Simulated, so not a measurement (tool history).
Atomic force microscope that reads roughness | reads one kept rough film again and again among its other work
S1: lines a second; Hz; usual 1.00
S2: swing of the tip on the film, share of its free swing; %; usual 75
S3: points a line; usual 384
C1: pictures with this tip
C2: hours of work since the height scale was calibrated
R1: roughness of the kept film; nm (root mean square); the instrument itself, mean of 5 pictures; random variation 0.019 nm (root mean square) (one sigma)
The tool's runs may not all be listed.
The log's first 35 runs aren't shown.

Run 36, hour 288.7: usual settings but S2 81 %, S3 634; C1 148; C2 261. Result: R1 4.225 nm (root mean square).
Run 37, hour 295.1: usual settings but S1 2.15 Hz, S2 86 %, S3 385; C1 159; C2 265. Result: R1 3.836 nm (root mean square).
Run 38, hour 302.5: usual settings but S1 1.56 Hz, S2 64 %, S3 385; C1 170; C2 269. Result: R1 4.228 nm (root mean square).
Run 39, hour 308.9: usual settings but S1 0.56 Hz, S2 68 %, S3 546; C1 180; C2 272. Result: R1 4.255 nm (root mean square).
Run 40, hour 316.4: usual settings but S1 1.75 Hz, S2 58 %, S3 793; C1 192; C2 276. Result: R1 4.220 nm (root mean square).
Run 41, hour 321.2: usual settings but S1 1.75 Hz, S2 58 %, S3 793; C1 200; C2 279. Result: R1 4.210 nm (root mean square).
Run 42, hour 332.0: usual settings but S1 1.75 Hz, S2 55 %, S3 425; C1 217; C2 285. Result: R1 4.175 nm (root mean square).
Run 43, hour 339.5: usual settings but S1 3.83 Hz, S3 322; C1 229; C2 289. Result: R1 3.677 nm (root mean square).
Run 44, hour 344.4: usual settings but S1 3.83 Hz, S3 322; C1 237; C2 291. Result: R1 3.628 nm (root mean square).
Run 45, hour 349.1: usual settings but S2 55 %; C1 244; C2 294. Result: R1 4.171 nm (root mean square).
Run 46, hour 354.3: usual settings but S1 2.99 Hz, S2 71 %, S3 409; C1 252; C2 297. Result: R1 3.828 nm (root mean square).
Run 47, hour 364.7: usual settings but S1 3.48 Hz, S2 61 %, S3 926; C1 269; C2 302. Result: R1 3.889 nm (root mean square).
Run 48, hour 370.1: usual settings but S1 0.95 Hz, S3 548; C1 277; C2 305. Result: R1 4.000 nm (root mean square).
Run 49, hour 377.1: usual settings but S1 2.64 Hz, S2 77 %, S3 816; C1 288; C2 309. Result: R1 3.686 nm (root mean square).

Forecast each of these 5 alternatives for the next run:
Run A, hour 383.1: usual settings but S1 3.99 Hz, S2 59 %, S3 544; C1 298; C2 312. Result: R1 ?.
Run B, hour 383.1: usual settings but S1 2.64 Hz, S2 62 %, S3 816; C1 298; C2 312. Result: R1 ?.
Run C, hour 383.1: usual settings but S1 3.55 Hz, S2 77 %, S3 816; C1 298; C2 312. Result: R1 ?.
Run D, hour 383.1: usual settings but S1 2.80 Hz, S2 77 %, S3 794; C1 298; C2 312. Result: R1 ?.
Run E, hour 383.1: usual settings but S2 79 %; C1 298; C2 312. Result: R1 ?.

run     R1
  A  3.862
  B  3.891
  C  3.543
  D  3.650
  E  3.883
Without the tool's hidden state the same runs would have given:
run     R1
  A  4.498
  B  4.533
  C  4.127
  D  4.253
  E  4.524
